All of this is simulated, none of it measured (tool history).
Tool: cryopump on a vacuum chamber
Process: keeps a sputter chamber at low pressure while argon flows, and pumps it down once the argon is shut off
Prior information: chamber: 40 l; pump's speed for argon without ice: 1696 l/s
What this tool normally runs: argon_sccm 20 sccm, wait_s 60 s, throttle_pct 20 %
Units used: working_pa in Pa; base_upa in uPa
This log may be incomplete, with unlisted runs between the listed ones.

run   hour  argon_sccm  wait_s  throttle_pct  working_pa  base_upa
  1    0.0          20      60            20      0.1008      0.73
  2   18.6          20      60            20      0.1001      0.75
  3   48.5          20      60            20      0.1001      0.80
  4   78.8          20      60            20      0.1003      0.75
  5  100.4          20      60            20      0.1009      0.75
  6  132.8          20      60            20      0.1014      0.79
  7  159.5          20      60            20      0.1025      0.80
  8  195.7          20      60            20      0.1021      0.81
  9  226.7          20      60            20      0.1011      0.84
 10  249.4          20      60            20      0.1016      0.81
 11  269.0          20      60            20      0.1014      0.82
 12  296.0          20      60            21      0.0967      0.84
 13  326.8          20      53            20      0.1020      0.90

Forecast run 14:
 14  363.1          20      53            20           ?         ?

working_pa: 0.1020 Pa
base_upa: 0.94 uPa
Take away the tool's hidden state, keep the run-to-run variation as it was, and the same run would have given working_pa 0.0997 Pa, base_upa 0.65 uPa.
